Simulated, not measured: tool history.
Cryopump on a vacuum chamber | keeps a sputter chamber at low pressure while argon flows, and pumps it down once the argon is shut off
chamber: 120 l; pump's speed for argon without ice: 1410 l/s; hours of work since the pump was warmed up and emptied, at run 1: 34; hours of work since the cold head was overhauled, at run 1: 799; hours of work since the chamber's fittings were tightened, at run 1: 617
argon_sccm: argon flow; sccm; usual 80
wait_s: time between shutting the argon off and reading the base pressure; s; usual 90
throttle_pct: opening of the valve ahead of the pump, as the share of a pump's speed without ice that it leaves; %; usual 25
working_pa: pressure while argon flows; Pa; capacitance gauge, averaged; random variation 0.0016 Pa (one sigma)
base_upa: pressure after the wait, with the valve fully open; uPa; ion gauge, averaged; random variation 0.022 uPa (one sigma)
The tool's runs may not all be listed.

run	day	argon_sccm	wait_s	throttle_pct	hours of work since the pump was warmed up and emptied	hours of work since the cold head was overhauled	hours of work since the chamber's fittings were tightened	working_pa	base_upa
1	0	80	90	25	34	799	617	0.3862	1.08
2	1.888	80	90	25	56	821	639	0.3914	1.15
3	2.992	80	90	33	69	833	652	0.2977	1.19
4	5.479	80	90	33	97	862	680	0.3004	1.21
5	7.3	80	90	33	118	883	701	0.3015	1.24
6	9.212	41	28	26	140	905	723	0.1965	2.28
7	10.879	81	181	47	160	924	742	0.2222	1.06
8	12.842	142	221	48	182	947	765	0.3823	1.03
9	14.392	40	114	27	200	965	783	0.1863	1.23
10	15.896	49	41	34	217	982	800	0.1859	1.87

5 ways to go on from here, each from the tool as it stands after run 10. What would each give?
A	17.738	49	41	59	239	1003	822	?	?
B	17.738	80	90	47	239	1003	822	?	?
C	17.738	40	32	34	239	1003	822	?	?
D	17.738	49	39	34	239	1003	822	?	?
E	17.738	49	97	34	239	1003	822	?	?

run	working_pa	base_upa
A	0.1145	1.89
B	0.223	1.37
C	0.1514	2.21
D	0.1866	2.05
E	0.1867	1.35
Without the tool's hidden state the same runs would have given:
run	working_pa	base_upa
A	0.1012	1.19
B	0.2015	0.66
C	0.1405	1.49
D	0.1733	1.32
E	0.1734	0.64
